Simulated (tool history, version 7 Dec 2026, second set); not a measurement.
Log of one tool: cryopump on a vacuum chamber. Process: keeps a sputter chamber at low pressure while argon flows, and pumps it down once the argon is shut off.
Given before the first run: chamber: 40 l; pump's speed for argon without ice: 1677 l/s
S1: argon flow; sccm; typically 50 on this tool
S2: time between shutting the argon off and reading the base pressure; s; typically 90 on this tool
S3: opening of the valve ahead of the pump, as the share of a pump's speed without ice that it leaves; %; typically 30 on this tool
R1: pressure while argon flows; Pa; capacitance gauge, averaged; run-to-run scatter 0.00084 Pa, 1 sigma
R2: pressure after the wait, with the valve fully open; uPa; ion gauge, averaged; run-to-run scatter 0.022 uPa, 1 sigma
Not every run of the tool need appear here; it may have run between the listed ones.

run	hour	S1	S2	S3	R1	R2
1	0.0	50	90	30	0.1703	1.82
2	26.7	50	90	30	0.1712	1.74
3	80.9	50	90	30	0.1706	1.95
4	138.8	50	90	30	0.1739	1.87
5	182.2	50	90	30	0.1722	2.02
6	218.4	50	90	16	0.3165	2.01
7	265.5	41	90	30	0.1421	2.06
8	324.8	44	90	30	0.1514	2.06
9	364.7	44	90	18	0.2512	2.14
10	393.9	50	56	30	0.1751	2.55
11	445.5	50	56	30	0.1748	2.49
12	499.7	50	56	30	0.1758	2.56
13	527.4	50	56	30	0.1758	2.65
14	566.3	50	90	30	0.1758	2.37
15	625.5	50	90	55	0.1011	2.52
16	681.7	50	90	55	0.1029	2.56
17	726.1	22	90	55	0.0453	2.58
18	781.8	50	75	30	0.1797	2.69
19	830.8	50	75	30	0.1811	2.76
20	886.3	28	90	30	0.1020	2.74
21	947.6	28	90	56	0.0579	2.87
22	1008.8	28	90	56	0.0588	2.98
23	1052.7	28	90	56	0.0596	2.99
24	1089.1	28	90	56	0.0591	3.04
25	1143.7	91	40	44	0.2399	3.75
# hour 1163.6: pump warmed up, emptied and cooled again
26	1206.9	93	66	16	0.5902	2.80
27	1240.5	44	212	45	0.1009	2.28
28	1284.4	44	200	18	0.2468	2.41
29	1317.6	50	31	29	0.1762	3.52
30	1344.2	78	90	32	0.2485	2.70
31	1403.7	78	90	32	0.2495	2.73
32	1446.7	47	90	28	0.1729	2.75
33	1479.1	47	39	24	0.2032	3.49

Below are 4 alternative next runs, each starting from the tool's condition after run 33. Predict each:
A	1514.3	50	31	30	?	?
B	1514.3	86	90	30	?	?
C	1514.3	50	24	51	?	?
D	1514.3	22	39	24	?	?

run	R1	R2
A	0.1702	3.77
B	0.2968	2.88
C	0.1035	4.26
D	0.0942	3.43
Without the tool's hidden state the same runs would have given:
run	R1	R2
A	0.1663	1.55
B	0.2900	0.64
C	0.0996	2.00
D	0.0924	1.22
